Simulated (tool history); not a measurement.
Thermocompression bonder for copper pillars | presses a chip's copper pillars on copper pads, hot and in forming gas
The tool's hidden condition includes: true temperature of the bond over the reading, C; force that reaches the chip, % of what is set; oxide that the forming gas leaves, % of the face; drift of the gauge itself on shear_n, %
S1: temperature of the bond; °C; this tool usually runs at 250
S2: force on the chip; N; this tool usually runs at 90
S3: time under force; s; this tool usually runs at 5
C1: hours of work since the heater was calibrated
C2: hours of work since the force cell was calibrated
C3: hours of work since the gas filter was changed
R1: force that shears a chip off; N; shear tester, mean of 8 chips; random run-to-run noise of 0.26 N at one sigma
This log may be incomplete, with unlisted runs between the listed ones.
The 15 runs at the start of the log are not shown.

run   hour   S1   S2  S3   C1   C2   C3    R1
 16  114.9  250   90   5  143  111  288  61.5
 17  123.8  250   90   5  150  118  294  61.1
 18  129.2  250   90   5  154  122  298  60.6
 19  137.2  250   90   5  160  128  304  60.4
 20  146.8  250   90   4  168  135  312  57.3
 21  153.2  240  119  14  173  140  317  74.5
     158.1  -- gauge calibrated
 22  158.5  240  119  14  177  144  321  76.5
 23  165.4  255   71  14  182  149  326  72.8
 24  170.3  255   71  14  186  153  330  72.7
 25  179.5  244   71   4  193  160  337  50.3
 26  188.8  268  121   4  200  167  344  71.3
 27  197.8  271  121   4  207  174  351  71.9
 28  201.8  271  121   4  210  177  354  72.2
 29  205.9  250   65   5  213  180  357  54.5
 30  212.9  250  129   5  218  186  362  68.5
 31  222.5  250   77   3  225  193  369  50.0
 32  229.0  250   78   4  230  198  374  54.6
 33  238.4  250   90   3  237  205  382  53.3

The next listed run, before its measurement:
 34  243.3  250  90   3  241  209  385   ?

{"run 34": {"R1": 53.6}}
The same run, on a tool lacking any hidden state, would have yielded R1 54.2 N.
